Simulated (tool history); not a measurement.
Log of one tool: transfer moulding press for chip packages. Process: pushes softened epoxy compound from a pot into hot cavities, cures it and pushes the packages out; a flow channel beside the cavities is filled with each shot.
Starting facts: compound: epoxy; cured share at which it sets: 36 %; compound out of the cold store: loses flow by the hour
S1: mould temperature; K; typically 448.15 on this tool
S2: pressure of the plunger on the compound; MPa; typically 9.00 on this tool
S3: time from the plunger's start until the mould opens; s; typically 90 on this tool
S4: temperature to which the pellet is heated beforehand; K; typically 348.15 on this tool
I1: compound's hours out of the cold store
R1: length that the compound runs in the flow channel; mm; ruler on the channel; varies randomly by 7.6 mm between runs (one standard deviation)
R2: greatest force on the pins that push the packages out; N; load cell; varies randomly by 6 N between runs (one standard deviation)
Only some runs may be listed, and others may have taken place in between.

run	hour	S1	S2	S3	S4	I1	R1	R2
1	0.0	448.15	9.00	90	348.15	30.9	848	227
2	21.3	448.15	9.00	90	348.15	12.6	880	288
3	33.6	448.15	9.00	75	348.15	35.6	822	446
4	52.1	449.15	9.00	90	348.15	36.8	821	367
# hour 62.8: cavities cleaned with cleaning compound and waxed
5	79.2	449.15	9.00	90	348.15	14.7	873	276
6	107.5	448.15	9.00	90	348.15	22.5	848	374
# hour 125.9: cavities cleaned with cleaning compound and waxed
7	130.9	448.15	9.00	90	348.15	19.0	864	260
8	150.9	448.15	9.00	90	348.15	31.1	824	302
9	170.7	448.15	9.00	90	348.15	15.9	851	350
# hour 186.9: cavities cleaned with cleaning compound and waxed
10	196.5	448.15	9.00	90	348.15	9.7	858	278
11	208.3	448.15	9.00	127	348.15	42.2	787	253
12	221.6	448.15	9.00	90	348.15	19.1	829	335
13	233.3	448.15	9.00	90	348.15	42.7	777	347
14	245.8	448.15	9.00	90	348.15	8.9	850	377
# hour 248.6: cavities cleaned with cleaning compound and waxed
15	271.5	448.15	10.37	103	348.15	37.0	837	275
16	289.5	448.15	8.83	129	348.15	22.9	815	299
# hour 300.7: plunger's sealing rings changed
17	305.7	448.15	8.83	129	348.15	38.2	859	312
# hour 312.0: cavities cleaned with cleaning compound and waxed
18	327.4	448.15	7.45	119	348.15	24.9	827	243
19	344.5	453.15	7.06	90	358.15	10.9	815	290
# hour 348.3: mould's thermocouples calibrated
20	366.0	453.15	8.70	113	358.15	20.7	889	305
# hour 375.9: cavities cleaned with cleaning compound and waxed
21	382.5	453.15	8.70	113	358.15	31.3	845	216
22	407.0	448.15	9.00	114	356.15	44.8	846	278
# hour 433.4: mould's thermocouples calibrated, once more
# hour 439.4: cavities cleaned with cleaning compound and waxed
23	439.4	452.15	9.00	114	354.15	22.5	868	182
24	453.5	448.15	7.65	82	354.15	46.9	757	297
25	474.8	448.15	8.03	82	354.15	18.3	854	373
26	491.3	448.15	8.03	82	354.15	16.4	870	431
# hour 500.6: cavities cleaned with cleaning compound and waxed
27	516.4	448.15	8.03	82	354.15	18.3	851	335
28	529.5	448.15	8.03	82	354.15	26.7	828	375

The logged runs with the hidden state left out (each run's random variation unchanged):
The hidden state here: true mould temperature over the reading, C; pressure that reaches the compound, % of what is set; grip of the stained cavities, % over clean ones'; drift of the gauge itself on flow_mm, %; drift of the gauge itself on push_out_n, %.
run	R1	R2
1	905	225
2	943	214
3	883	296
4	884	226
5	946	218
6	923	236
7	945	231
8	906	217
9	939	218
10	952	234
11	875	192
12	924	223
13	868	217
14	953	216
15	943	202
16	921	194
17	861	185
18	832	193
19	822	197
20	899	186
21	857	192
22	862	191
23	892	180
24	780	240
25	883	248
26	902	260
27	887	265
28	865	262
